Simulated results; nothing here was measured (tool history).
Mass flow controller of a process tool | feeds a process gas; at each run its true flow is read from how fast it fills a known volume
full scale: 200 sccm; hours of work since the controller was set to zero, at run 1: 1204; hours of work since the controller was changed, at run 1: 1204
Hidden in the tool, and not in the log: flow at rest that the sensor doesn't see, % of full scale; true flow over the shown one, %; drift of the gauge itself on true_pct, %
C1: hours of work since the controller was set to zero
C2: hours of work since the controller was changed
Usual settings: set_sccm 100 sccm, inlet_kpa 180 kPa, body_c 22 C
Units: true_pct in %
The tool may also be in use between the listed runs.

run 1 day=0.000 | set_sccm=100 inlet_kpa=180 body_c=22 | C1=1204 C2=1204 | true_pct=100.57
run 2 day=6.546 | set_sccm=100 inlet_kpa=180 body_c=22 | C1=1322 C2=1322 | true_pct=100.50
run 3 day=13.779 | set_sccm=100 inlet_kpa=180 body_c=22 | C1=1453 C2=1453 | true_pct=100.69
run 4 day=18.371 | set_sccm=100 inlet_kpa=180 body_c=22 | C1=1536 C2=1536 | true_pct=100.53
run 5 day=24.508 | set_sccm=100 inlet_kpa=180 body_c=22 | C1=1647 C2=1647 | true_pct=100.60
run 6 day=31.104 | set_sccm=100 inlet_kpa=180 body_c=22 | C1=1766 C2=1766 | true_pct=100.71
run 7 day=36.762 | set_sccm=100 inlet_kpa=180 body_c=22 | C1=1869 C2=1869 | true_pct=100.57
run 8 day=44.108 | set_sccm=100 inlet_kpa=180 body_c=22 | C1=2002 C2=2002 | true_pct=100.80
run 9 day=51.738 | set_sccm=100 inlet_kpa=180 body_c=22 | C1=2139 C2=2139 | true_pct=100.87
run 10 day=57.492 | set_sccm=100 inlet_kpa=247 body_c=22 | C1=2243 C2=2243 | true_pct=100.32
run 11 day=64.533 | set_sccm=178 inlet_kpa=180 body_c=22 | C1=2371 C2=2371 | true_pct=100.60
run 12 day=71.221 | set_sccm=100 inlet_kpa=180 body_c=22 | C1=2492 C2=2492 | true_pct=100.89
run 13 day=77.225 | set_sccm=100 inlet_kpa=180 body_c=22 | C1=2600 C2=2600 | true_pct=100.88
run 14 day=80.546 | set_sccm=100 inlet_kpa=180 body_c=22 | C1=2660 C2=2660 | true_pct=101.01
run 15 day=84.704 | set_sccm=100 inlet_kpa=149 body_c=22 | C1=2735 C2=2735 | true_pct=101.24
run 16 day=88.279 | set_sccm=100 inlet_kpa=149 body_c=22 | C1=2800 C2=2800 | true_pct=101.25
run 17 day=94.671 | set_sccm=100 inlet_kpa=149 body_c=22 | C1=2916 C2=2916 | true_pct=101.23
run 18 day=102.542 | set_sccm=100 inlet_kpa=149 body_c=22 | C1=3058 C2=3058 | true_pct=101.33
run 19 day=109.717 | set_sccm=100 inlet_kpa=149 body_c=22 | C1=3188 C2=3188 | true_pct=101.32
run 20 day=116.317 | set_sccm=100 inlet_kpa=180 body_c=22 | C1=3307 C2=3307 | true_pct=101.06
run 21 day=119.492 | set_sccm=100 inlet_kpa=180 body_c=22 | C1=3364 C2=3364 | true_pct=101.02
run 22 day=124.983 | set_sccm=31 inlet_kpa=180 body_c=22 | C1=3464 C2=3464 | true_pct=103.78
run 23 day=130.833 | set_sccm=31 inlet_kpa=180 body_c=22 | C1=3569 C2=3569 | true_pct=103.87
run 24 day=135.496 | set_sccm=52 inlet_kpa=180 body_c=22 | C1=3654 C2=3654 | true_pct=102.41
run 25 day=138.800 | set_sccm=52 inlet_kpa=180 body_c=22 | C1=3713 C2=3713 | true_pct=102.35
run 26 day=146.550 | set_sccm=43 inlet_kpa=234 body_c=27 | C1=3854 C2=3854 | true_pct=102.27
run 27 day=153.146 | set_sccm=42 inlet_kpa=185 body_c=27 | C1=3973 C2=3973 | true_pct=102.73
run 28 day=157.704 | set_sccm=42 inlet_kpa=185 body_c=27 | C1=4055 C2=4055 | true_pct=102.93
run 29 day=162.296 | set_sccm=100 inlet_kpa=251 body_c=23 | C1=4138 C2=4138 | true_pct=100.58
run 30 day=166.629 | set_sccm=110 inlet_kpa=162 body_c=29 | C1=4217 C2=4217 | true_pct=100.98
run 31 day=172.592 | set_sccm=110 inlet_kpa=162 body_c=29 | C1=4324 C2=4324 | true_pct=101.00
run 32 day=177.271 | set_sccm=55 inlet_kpa=275 body_c=24 | C1=4409 C2=4409 | true_pct=101.68
run 33 day=180.796 | set_sccm=55 inlet_kpa=275 body_c=24 | C1=4473 C2=4473 | true_pct=101.69
run 34 day=185.667 | set_sccm=46 inlet_kpa=180 body_c=27 | C1=4561 C2=4561 | true_pct=102.96
run 35 day=188.854 | set_sccm=46 inlet_kpa=180 body_c=27 | C1=4618 C2=4618 | true_pct=102.95
run 36 day=193.858 | set_sccm=29 inlet_kpa=176 body_c=25 | C1=4709 C2=4709 | true_pct=105.40
run 37 day=200.388 | set_sccm=29 inlet_kpa=176 body_c=25 | C1=4827 C2=4827 | true_pct=105.63
-- day=203.850 controller's zero set anew
run 38 day=207.496 | set_sccm=29 inlet_kpa=151 body_c=35 | C1=66 C2=4955 | true_pct=99.11
run 39 day=214.671 | set_sccm=29 inlet_kpa=151 body_c=35 | C1=196 C2=5085 | true_pct=99.17
run 40 day=218.829 | set_sccm=127 inlet_kpa=233 body_c=28 | C1=271 C2=5160 | true_pct=99.02
run 41 day=222.846 | set_sccm=39 inlet_kpa=162 body_c=22 | C1=343 C2=5233 | true_pct=99.91
run 42 day=226.546 | set_sccm=40 inlet_kpa=159 body_c=22 | C1=410 C2=5299 | true_pct=99.82
run 43 day=232.354 | set_sccm=39 inlet_kpa=252 body_c=31 | C1=515 C2=5404 | true_pct=98.88
run 44 day=237.921 | set_sccm=109 inlet_kpa=168 body_c=28 | C1=616 C2=5505 | true_pct=99.38
run 45 day=244.708 | set_sccm=97 inlet_kpa=181 body_c=26 | C1=739 C2=5628 | true_pct=99.46
run 46 day=250.242 | set_sccm=97 inlet_kpa=181 body_c=26 | C1=839 C2=5728 | true_pct=99.59
run 47 day=255.550 | set_sccm=24 inlet_kpa=158 body_c=30 | C1=935 C2=5824 | true_pct=100.43
run 48 day=262.562 | set_sccm=24 inlet_kpa=158 body_c=30 | C1=1061 C2=5951 | true_pct=100.66
run 49 day=269.450 | set_sccm=24 inlet_kpa=158 body_c=30 | C1=1186 C2=6075 | true_pct=100.79

3 ways to go on from here, each from the tool as it stands after run 49. What would each give?
run A day=273.229 | set_sccm=90 inlet_kpa=142 body_c=23 | C1=1254 C2=6143 | true_pct=?
run B day=273.229 | set_sccm=28 inlet_kpa=258 body_c=30 | C1=1254 C2=6143 | true_pct=?
run C day=273.229 | set_sccm=93 inlet_kpa=140 body_c=25 | C1=1254 C2=6143 | true_pct=?

run=A true_pct=100.23
run=B true_pct=99.74
run=C true_pct=99.94
Without the tool's hidden state the same runs would have given:
run=A true_pct=100.43
run=B true_pct=98.74
run=C true_pct=100.15
